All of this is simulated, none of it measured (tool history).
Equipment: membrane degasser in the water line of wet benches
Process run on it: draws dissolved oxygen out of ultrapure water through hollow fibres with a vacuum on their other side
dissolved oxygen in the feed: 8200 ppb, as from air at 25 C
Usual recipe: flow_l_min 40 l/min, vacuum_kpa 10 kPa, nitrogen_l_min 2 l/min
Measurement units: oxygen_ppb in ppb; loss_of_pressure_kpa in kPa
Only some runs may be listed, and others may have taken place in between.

{"run": 1, "day": 0.0, "flow_l_min": 40, "vacuum_kpa": 10, "nitrogen_l_min": 2, "oxygen_ppb": 337.2, "loss_of_pressure_kpa": 60.56}
{"run": 2, "day": 1.575, "flow_l_min": 36, "vacuum_kpa": 10, "nitrogen_l_min": 2, "oxygen_ppb": 301.7, "loss_of_pressure_kpa": 54.55}
{"run": 3, "day": 2.917, "flow_l_min": 40, "vacuum_kpa": 10, "nitrogen_l_min": 2, "oxygen_ppb": 335.6, "loss_of_pressure_kpa": 60.87}
{"run": 4, "day": 4.717, "flow_l_min": 40, "vacuum_kpa": 10, "nitrogen_l_min": 2, "oxygen_ppb": 340.8, "loss_of_pressure_kpa": 60.47}
{"run": 5, "day": 5.717, "flow_l_min": 40, "vacuum_kpa": 20.9, "nitrogen_l_min": 2, "oxygen_ppb": 758.7, "loss_of_pressure_kpa": 60.22}
{"run": 6, "day": 6.892, "flow_l_min": 40, "vacuum_kpa": 20.9, "nitrogen_l_min": 2, "oxygen_ppb": 758.9, "loss_of_pressure_kpa": 60.81}
{"run": 7, "day": 7.9, "flow_l_min": 40, "vacuum_kpa": 10, "nitrogen_l_min": 2, "oxygen_ppb": 338.6, "loss_of_pressure_kpa": 60.78}
{"run": 8, "day": 9.758, "flow_l_min": 40, "vacuum_kpa": 10, "nitrogen_l_min": 1.04, "oxygen_ppb": 545.2, "loss_of_pressure_kpa": 60.56}
{"day": 9.958, "done": "vacuum gauge calibrated"}
{"run": 9, "day": 11.338, "flow_l_min": 40, "vacuum_kpa": 10, "nitrogen_l_min": 2, "oxygen_ppb": 337.8, "loss_of_pressure_kpa": 60.41}
{"run": 10, "day": 12.796, "flow_l_min": 40, "vacuum_kpa": 10, "nitrogen_l_min": 2, "oxygen_ppb": 332.1, "loss_of_pressure_kpa": 60.75}
{"day": 14.879, "done": "vacuum gauge calibrated, once more"}
{"run": 11, "day": 15.033, "flow_l_min": 40, "vacuum_kpa": 10, "nitrogen_l_min": 2, "oxygen_ppb": 335.7, "loss_of_pressure_kpa": 60.43}
{"run": 12, "day": 16.146, "flow_l_min": 33, "vacuum_kpa": 10, "nitrogen_l_min": 2, "oxygen_ppb": 271.5, "loss_of_pressure_kpa": 50.17}
{"run": 13, "day": 17.954, "flow_l_min": 40, "vacuum_kpa": 10.9, "nitrogen_l_min": 2, "oxygen_ppb": 367.7, "loss_of_pressure_kpa": 60.77}
{"run": 14, "day": 19.925, "flow_l_min": 40, "vacuum_kpa": 11.4, "nitrogen_l_min": 2, "oxygen_ppb": 397.4, "loss_of_pressure_kpa": 60.65}
{"run": 15, "day": 21.842, "flow_l_min": 40, "vacuum_kpa": 11.4, "nitrogen_l_min": 2, "oxygen_ppb": 388.1, "loss_of_pressure_kpa": 60.73}
{"run": 16, "day": 23.296, "flow_l_min": 49, "vacuum_kpa": 7.3, "nitrogen_l_min": 1.93, "oxygen_ppb": 301.1, "loss_of_pressure_kpa": 74.74}
{"run": 17, "day": 24.821, "flow_l_min": 34, "vacuum_kpa": 6.6, "nitrogen_l_min": 1.46, "oxygen_ppb": 190.6, "loss_of_pressure_kpa": 51.87}
{"run": 18, "day": 26.617, "flow_l_min": 40, "vacuum_kpa": 18.8, "nitrogen_l_min": 0.97, "oxygen_ppb": 1175.2, "loss_of_pressure_kpa": 60.76}
{"run": 19, "day": 27.767, "flow_l_min": 37, "vacuum_kpa": 18.8, "nitrogen_l_min": 0.97, "oxygen_ppb": 1091.6, "loss_of_pressure_kpa": 56.06}
{"run": 20, "day": 29.171, "flow_l_min": 48, "vacuum_kpa": 8.7, "nitrogen_l_min": 2.34, "oxygen_ppb": 319.2, "loss_of_pressure_kpa": 72.88}
{"run": 21, "day": 31.104, "flow_l_min": 25, "vacuum_kpa": 10.5, "nitrogen_l_min": 2.34, "oxygen_ppb": 186.3, "loss_of_pressure_kpa": 37.99}
{"run": 22, "day": 32.467, "flow_l_min": 25, "vacuum_kpa": 10.5, "nitrogen_l_min": 2.34, "oxygen_ppb": 187.2, "loss_of_pressure_kpa": 37.96}
{"run": 23, "day": 34.592, "flow_l_min": 40, "vacuum_kpa": 9, "nitrogen_l_min": 2.01, "oxygen_ppb": 295.3, "loss_of_pressure_kpa": 60.64}
{"run": 24, "day": 36.862, "flow_l_min": 27, "vacuum_kpa": 10, "nitrogen_l_min": 2, "oxygen_ppb": 218.9, "loss_of_pressure_kpa": 41.05}
{"run": 25, "day": 38.371, "flow_l_min": 27, "vacuum_kpa": 7.7, "nitrogen_l_min": 1.05, "oxygen_ppb": 255.7, "loss_of_pressure_kpa": 41.17}
{"run": 26, "day": 40.504, "flow_l_min": 61, "vacuum_kpa": 22.5, "nitrogen_l_min": 0.89, "oxygen_ppb": 2017.1, "loss_of_pressure_kpa": 92.92}
{"run": 27, "day": 42.096, "flow_l_min": 26, "vacuum_kpa": 8.3, "nitrogen_l_min": 2.78, "oxygen_ppb": 119.1, "loss_of_pressure_kpa": 39.85}
{"run": 28, "day": 43.308, "flow_l_min": 40, "vacuum_kpa": 16.4, "nitrogen_l_min": 1.35, "oxygen_ppb": 795.3, "loss_of_pressure_kpa": 61.01}
{"run": 29, "day": 44.817, "flow_l_min": 40, "vacuum_kpa": 16.4, "nitrogen_l_min": 1.35, "oxygen_ppb": 813.5, "loss_of_pressure_kpa": 60.5}
{"run": 30, "day": 46.592, "flow_l_min": 27, "vacuum_kpa": 15.3, "nitrogen_l_min": 3.31, "oxygen_ppb": 237.5, "loss_of_pressure_kpa": 40.78}

Pick out some run-to-run changes in oxygen_ppb. Of each, how much would a tool without hidden state show as well, from the settings, what came in and chance, and how much is left for the hidden state and any gauge scatter not in both results compared?
Hidden conditions of the tool in this case: membrane still open, %; true pressure behind the membrane over the reading, kPa; air that leaks in behind the membrane, l/min; drift of the gauge itself on oxygen_ppb, %; drift of the gauge itself on loss_of_pressure_kpa, %.
Run 7 -> 8: nitrogen_l_min 2 -> 1.04. oxygen_ppb +206.6 ppb: hidden state +3.2, all else +203.4.
Run 10 -> 11: vacuum gauge calibrated, once more. oxygen_ppb +3.6 ppb: hidden state -5.8, all else +9.4.
Run 17 -> 18: flow_l_min 34 -> 40, vacuum_kpa 6.6 -> 18.8, nitrogen_l_min 1.46 -> 0.97. oxygen_ppb +984.6 ppb: hidden state +1.2, all else +983.4.
Run 25 -> 26: flow_l_min 27 -> 61, vacuum_kpa 7.7 -> 22.5, nitrogen_l_min 1.05 -> 0.89. oxygen_ppb +1761.4 ppb: hidden state +0.7, all else +1760.7.
Run 26 -> 27: flow_l_min 61 -> 26, vacuum_kpa 22.5 -> 8.3, nitrogen_l_min 0.89 -> 2.78. oxygen_ppb -1898 ppb: hidden state -1.9, all else -1896.1.
Run 27 -> 28: flow_l_min 26 -> 40, vacuum_kpa 8.3 -> 16.4, nitrogen_l_min 2.78 -> 1.35. oxygen_ppb +676.2 ppb: hidden state +3.1, all else +673.1.
